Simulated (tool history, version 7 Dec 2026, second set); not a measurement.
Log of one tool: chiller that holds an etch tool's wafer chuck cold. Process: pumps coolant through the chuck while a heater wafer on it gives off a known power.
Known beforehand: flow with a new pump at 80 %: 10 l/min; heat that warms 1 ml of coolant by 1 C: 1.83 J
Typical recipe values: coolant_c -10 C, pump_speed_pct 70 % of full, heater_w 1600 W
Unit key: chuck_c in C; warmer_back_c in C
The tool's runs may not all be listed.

| run | hour | coolant_c | pump_speed_pct | heater_w | chuck_c | warmer_back_c |
|---|---|---|---|---|---|---|
| 1 | 0 | -10 | 70 | 1600 | 2.8 | 6.08 |
| 2 | 85.7 | -10 | 70 | 1600 | 2.9 | 6.05 |
| 3 | 134.5 | -10 | 79 | 1600 | 1.7 | 5.35 |
| 4 | 192.9 | -3 | 70 | 1600 | 10 | 6.12 |
| 5 | 245 | -3 | 70 | 1600 | 9.9 | 6.14 |
| 6 | 283.7 | -10 | 70 | 1600 | 2.8 | 6.11 |
| 7 | 331.4 | -17 | 70 | 1600 | -4.2 | 6.12 |
| 8 | 419.8 | -17 | 70 | 1600 | -4.1 | 6.19 |
| 9 | 496.8 | -10 | 70 | 1600 | 2.8 | 6.14 |
| 10 | 559.7 | -10 | 70 | 1600 | 2.7 | 6.16 |
| 11 | 607.2 | -10 | 70 | 1600 | 2.8 | 6.14 |
| 12 | 668.8 | -10 | 70 | 1917 | 5.5 | 7.32 |
| 13 | 741.2 | -10 | 70 | 1917 | 5.5 | 7.38 |
| 14 | 835.9 | -15 | 70 | 1600 | -2.3 | 6.24 |
| 15 | 893.1 | -15 | 70 | 1769 | -0.6 | 6.86 |
| 16 | 957 | -10 | 70 | 1600 | 2.7 | 6.18 |
| 17 | 1015.8 | -2 | 70 | 1470 | 9.7 | 5.66 |
| 18 | 1055.5 | -2 | 64 | 870 | 5.4 | 3.81 |
| 19 | 1141.1 | -12 | 69 | 1073 | -3.4 | 4.24 |
| 20 | 1235.5 | -12 | 69 | 1073 | -3.4 | 4.34 |
| 21 | 1283.7 | -7 | 69 | 1577 | 5.8 | 6.27 |
| 22 | 1366.9 | -7 | 69 | 1577 | 5.9 | 6.16 |
| 23 | 1425.5 | -13 | 66 | 919 | -5.2 | 3.91 |
| 24 | 1481.6 | -13 | 66 | 919 | -5.3 | 3.92 |
| 25 | 1535.2 | -18 | 93 | 1440 | -9 | 4.26 |
| 26 | 1596 | -18 | 82 | 1183 | -9.7 | 4.01 |
| 27 | 1671 | -11 | 75 | 1183 | -2 | 4.44 |
| 28 | 1731 | -14 | 62 | 1270 | -2.7 | 5.7 |
|  | 1777 | gauge calibrated |
| 29 | 1818.2 | -5 | 70 | 1600 | 7.8 | 6.1 |
| 30 | 1880.5 | -10 | 74 | 1330 | 0.1 | 4.79 |
| 31 | 1931.3 | -12 | 72 | 1345 | -1.4 | 4.97 |
| 32 | 1996.6 | -6 | 70 | 1600 | 6.9 | 6.14 |

3 options for the next run, each taken on its own from the tool as it stands now. Forecast them:
| A | 2044.3 | -5 | 91 | 1600 | ? | ? |
| B | 2044.3 | -10 | 63 | 1165 | ? | ? |
| C | 2044.3 | -6 | 80 | 1600 | ? | ? |

| run | chuck_c | warmer_back_c |
|---|---|---|
| A | 5.4 | 4.63 |
| B | 0.2 | 4.98 |
| C | 5.5 | 5.25 |
What these runs would have given with no unlogged condition in the tool:
| run | chuck_c | warmer_back_c |
|---|---|---|
| A | 5.3 | 4.59 |
| B | 0.2 | 4.94 |
| C | 5.5 | 5.21 |
